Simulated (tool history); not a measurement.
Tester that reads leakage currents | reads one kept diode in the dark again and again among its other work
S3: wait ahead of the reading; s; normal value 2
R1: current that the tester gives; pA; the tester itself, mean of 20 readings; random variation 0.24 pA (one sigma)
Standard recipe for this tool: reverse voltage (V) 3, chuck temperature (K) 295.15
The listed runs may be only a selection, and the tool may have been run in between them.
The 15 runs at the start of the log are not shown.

run 16 day=102.188 | reverse_voltage_(V)=3 chuck_temperature_(K)=295.15 S3=2 | R1=81.23
run 17 day=111.062 | reverse_voltage_(V)=3 chuck_temperature_(K)=295.15 S3=2 | R1=79.05
run 18 day=115.467 | reverse_voltage_(V)=3 chuck_temperature_(K)=295.15 S3=2 | R1=79.97
run 19 day=120.721 | reverse_voltage_(V)=3 chuck_temperature_(K)=295.15 S3=2 | R1=78.72
-- day=123.925 probe card cleaned and baked
run 20 day=127.042 | reverse_voltage_(V)=3 chuck_temperature_(K)=295.15 S3=2 | R1=68.83
run 21 day=134.879 | reverse_voltage_(V)=7.17 chuck_temperature_(K)=297.15 S3=0.5 | R1=120.79
-- day=137.538 chuck's temperature calibrated
run 22 day=141.808 | reverse_voltage_(V)=3 chuck_temperature_(K)=295.15 S3=2 | R1=79.57
run 23 day=147.092 | reverse_voltage_(V)=5.53 chuck_temperature_(K)=293.15 S3=9.38 | R1=86.67
run 24 day=152.242 | reverse_voltage_(V)=3 chuck_temperature_(K)=296.15 S3=0.42 | R1=85.47
run 25 day=162.529 | reverse_voltage_(V)=1.67 chuck_temperature_(K)=332.15 S3=2 | R1=1028.77
run 26 day=171.775 | reverse_voltage_(V)=4.93 chuck_temperature_(K)=299.15 S3=2 | R1=132.99
run 27 day=181.7 | reverse_voltage_(V)=18.61 chuck_temperature_(K)=299.15 S3=4.45 | R1=242.29

What will run 28 give?
run 28 day=187.554 | reverse_voltage_(V)=3.38 chuck_temperature_(K)=315.15 S3=0.31 | R1=?

{"run 28": {"R1": 392.55}}
With the hidden condition absent and the run-to-run variation left alone, this run would have shown R1 432.72 pA.
